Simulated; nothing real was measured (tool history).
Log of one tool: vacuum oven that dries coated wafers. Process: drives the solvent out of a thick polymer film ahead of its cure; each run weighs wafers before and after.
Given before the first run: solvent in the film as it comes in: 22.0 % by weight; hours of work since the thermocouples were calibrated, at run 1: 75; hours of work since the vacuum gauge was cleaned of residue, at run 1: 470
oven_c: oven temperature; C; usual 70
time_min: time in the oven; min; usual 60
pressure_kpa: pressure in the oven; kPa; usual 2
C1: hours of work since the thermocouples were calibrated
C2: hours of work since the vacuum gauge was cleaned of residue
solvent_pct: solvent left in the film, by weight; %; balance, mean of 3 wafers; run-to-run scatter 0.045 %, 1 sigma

{"run": 1, "hour": 0.0, "oven_c": 70, "time_min": 60, "pressure_kpa": 2, "C1": 75, "C2": 470, "solvent_pct": 3.45}
{"run": 2, "hour": 34.5, "oven_c": 70, "time_min": 60, "pressure_kpa": 2, "C1": 99, "C2": 494, "solvent_pct": 3.47}
{"run": 3, "hour": 82.0, "oven_c": 70, "time_min": 60, "pressure_kpa": 2, "C1": 133, "C2": 528, "solvent_pct": 3.41}
{"run": 4, "hour": 109.1, "oven_c": 78, "time_min": 60, "pressure_kpa": 2, "C1": 152, "C2": 547, "solvent_pct": 2.14}
{"run": 5, "hour": 139.5, "oven_c": 78, "time_min": 60, "pressure_kpa": 2, "C1": 174, "C2": 569, "solvent_pct": 2.14}
{"run": 6, "hour": 165.3, "oven_c": 70, "time_min": 60, "pressure_kpa": 2, "C1": 192, "C2": 587, "solvent_pct": 3.43}
{"run": 7, "hour": 203.4, "oven_c": 72, "time_min": 60, "pressure_kpa": 2, "C1": 219, "C2": 614, "solvent_pct": 3.03}
{"run": 8, "hour": 228.1, "oven_c": 72, "time_min": 55, "pressure_kpa": 2, "C1": 237, "C2": 632, "solvent_pct": 3.22}
{"run": 9, "hour": 274.2, "oven_c": 72, "time_min": 55, "pressure_kpa": 2, "C1": 269, "C2": 664, "solvent_pct": 3.26}
{"run": 10, "hour": 297.6, "oven_c": 70, "time_min": 60, "pressure_kpa": 7.34, "C1": 286, "C2": 681, "solvent_pct": 9.98}
{"run": 11, "hour": 339.8, "oven_c": 70, "time_min": 60, "pressure_kpa": 2, "C1": 316, "C2": 711, "solvent_pct": 3.44}
{"run": 12, "hour": 386.3, "oven_c": 70, "time_min": 60, "pressure_kpa": 2, "C1": 349, "C2": 744, "solvent_pct": 3.32}
{"run": 13, "hour": 424.6, "oven_c": 70, "time_min": 60, "pressure_kpa": 2, "C1": 376, "C2": 771, "solvent_pct": 3.35}
{"run": 14, "hour": 474.8, "oven_c": 70, "time_min": 37, "pressure_kpa": 2, "C1": 412, "C2": 807, "solvent_pct": 5.06}
{"run": 15, "hour": 508.1, "oven_c": 70, "time_min": 60, "pressure_kpa": 2, "C1": 435, "C2": 830, "solvent_pct": 3.44}
{"run": 16, "hour": 532.5, "oven_c": 70, "time_min": 60, "pressure_kpa": 2, "C1": 453, "C2": 848, "solvent_pct": 3.28}
{"run": 17, "hour": 582.7, "oven_c": 70, "time_min": 65, "pressure_kpa": 2, "C1": 488, "C2": 883, "solvent_pct": 3.35}
{"run": 18, "hour": 611.0, "oven_c": 70, "time_min": 60, "pressure_kpa": 2, "C1": 509, "C2": 903, "solvent_pct": 3.4}
{"run": 19, "hour": 655.1, "oven_c": 55, "time_min": 60, "pressure_kpa": 2, "C1": 540, "C2": 935, "solvent_pct": 8}
{"run": 20, "hour": 684.9, "oven_c": 70, "time_min": 40, "pressure_kpa": 2, "C1": 561, "C2": 956, "solvent_pct": 4.68}
{"run": 21, "hour": 723.2, "oven_c": 70, "time_min": 40, "pressure_kpa": 2, "C1": 588, "C2": 983, "solvent_pct": 4.55}
{"run": 22, "hour": 769.4, "oven_c": 70, "time_min": 40, "pressure_kpa": 2, "C1": 621, "C2": 1016, "solvent_pct": 4.55}
{"run": 23, "hour": 797.3, "oven_c": 70, "time_min": 40, "pressure_kpa": 2, "C1": 641, "C2": 1036, "solvent_pct": 4.57}
{"run": 24, "hour": 839.0, "oven_c": 70, "time_min": 40, "pressure_kpa": 2, "C1": 670, "C2": 1065, "solvent_pct": 4.63}
{"hour": 851.9, "done": "oven's thermocouples calibrated"}
{"run": 25, "hour": 884.8, "oven_c": 60, "time_min": 78, "pressure_kpa": 3.95, "C1": 23, "C2": 1096, "solvent_pct": 9.18}
{"run": 26, "hour": 927.8, "oven_c": 70, "time_min": 39, "pressure_kpa": 3.26, "C1": 54, "C2": 1127, "solvent_pct": 6.46}
{"run": 27, "hour": 958.7, "oven_c": 70, "time_min": 48, "pressure_kpa": 4.08, "C1": 76, "C2": 1149, "solvent_pct": 6.69}
{"run": 28, "hour": 1003.8, "oven_c": 57, "time_min": 59, "pressure_kpa": 1.06, "C1": 108, "C2": 1181, "solvent_pct": 5.65}
{"run": 29, "hour": 1036.0, "oven_c": 57, "time_min": 59, "pressure_kpa": 1.06, "C1": 131, "C2": 1204, "solvent_pct": 5.56}
{"run": 30, "hour": 1060.4, "oven_c": 57, "time_min": 59, "pressure_kpa": 1.06, "C1": 148, "C2": 1221, "solvent_pct": 5.55}
{"run": 31, "hour": 1102.8, "oven_c": 57, "time_min": 48, "pressure_kpa": 4.55, "C1": 178, "C2": 1251, "solvent_pct": 13.09}
{"run": 32, "hour": 1132.5, "oven_c": 56, "time_min": 44, "pressure_kpa": 2.24, "C1": 199, "C2": 1272, "solvent_pct": 9.83}
{"run": 33, "hour": 1176.6, "oven_c": 77, "time_min": 60, "pressure_kpa": 4.76, "C1": 231, "C2": 1304, "solvent_pct": 4.97}
{"run": 34, "hour": 1204.9, "oven_c": 68, "time_min": 60, "pressure_kpa": 1.31, "C1": 251, "C2": 1324, "solvent_pct": 3.01}
{"run": 35, "hour": 1226.2, "oven_c": 68, "time_min": 60, "pressure_kpa": 1.31, "C1": 266, "C2": 1339, "solvent_pct": 3.03}
{"run": 36, "hour": 1250.0, "oven_c": 59, "time_min": 59, "pressure_kpa": 6.2, "C1": 283, "C2": 1356, "solvent_pct": 14.46}
{"run": 37, "hour": 1274.0, "oven_c": 72, "time_min": 41, "pressure_kpa": 1.67, "C1": 300, "C2": 1373, "solvent_pct": 3.79}
{"run": 38, "hour": 1320.1, "oven_c": 74, "time_min": 35, "pressure_kpa": 2, "C1": 332, "C2": 1406, "solvent_pct": 4.31}
{"run": 39, "hour": 1353.6, "oven_c": 72, "time_min": 60, "pressure_kpa": 5.69, "C1": 356, "C2": 1429, "solvent_pct": 7.28}
{"run": 40, "hour": 1399.0, "oven_c": 80, "time_min": 60, "pressure_kpa": 4.44, "C1": 388, "C2": 1462, "solvent_pct": 4.03}
{"run": 41, "hour": 1441.0, "oven_c": 81, "time_min": 42, "pressure_kpa": 4.37, "C1": 418, "C2": 1491, "solvent_pct": 4.3}
{"run": 42, "hour": 1479.1, "oven_c": 63, "time_min": 39, "pressure_kpa": 2.81, "C1": 445, "C2": 1518, "solvent_pct": 8.07}
{"run": 43, "hour": 1516.2, "oven_c": 60, "time_min": 40, "pressure_kpa": 6.23, "C1": 472, "C2": 1545, "solvent_pct": 14.63}
{"run": 44, "hour": 1561.9, "oven_c": 57, "time_min": 45, "pressure_kpa": 4.32, "C1": 504, "C2": 1577, "solvent_pct": 12.81}
{"run": 45, "hour": 1587.6, "oven_c": 70, "time_min": 30, "pressure_kpa": 2.73, "C1": 522, "C2": 1595, "solvent_pct": 6.76}
{"run": 46, "hour": 1609.2, "oven_c": 70, "time_min": 55, "pressure_kpa": 1.33, "C1": 538, "C2": 1611, "solvent_pct": 2.76}

Predict each of these 5 candidate next runs independently; none follows another, all start after run 46:
{"run": "A", "hour": 1639.9, "oven_c": 59, "time_min": 60, "pressure_kpa": 2, "C1": 560, "C2": 1633, "solvent_pct": "?"}
{"run": "B", "hour": 1639.9, "oven_c": 85, "time_min": 92, "pressure_kpa": 3.59, "C1": 560, "C2": 1633, "solvent_pct": "?"}
{"run": "C", "hour": 1639.9, "oven_c": 75, "time_min": 42, "pressure_kpa": 1.53, "C1": 560, "C2": 1633, "solvent_pct": "?"}
{"run": "D", "hour": 1639.9, "oven_c": 70, "time_min": 56, "pressure_kpa": 1.33, "C1": 560, "C2": 1633, "solvent_pct": "?"}
{"run": "E", "hour": 1639.9, "oven_c": 60, "time_min": 37, "pressure_kpa": 1.33, "C1": 560, "C2": 1633, "solvent_pct": "?"}

run=A solvent_pct=6.51
run=B solvent_pct=2.61
run=C solvent_pct=2.88
run=D solvent_pct=2.74
run=E solvent_pct=7.36
The same runs, with their run-to-run variation unchanged, on a tool lacking any hidden condition would have given:
run=A solvent_pct=6.73
run=B solvent_pct=2.64
run=C solvent_pct=3
run=D solvent_pct=2.81
run=E solvent_pct=7.61

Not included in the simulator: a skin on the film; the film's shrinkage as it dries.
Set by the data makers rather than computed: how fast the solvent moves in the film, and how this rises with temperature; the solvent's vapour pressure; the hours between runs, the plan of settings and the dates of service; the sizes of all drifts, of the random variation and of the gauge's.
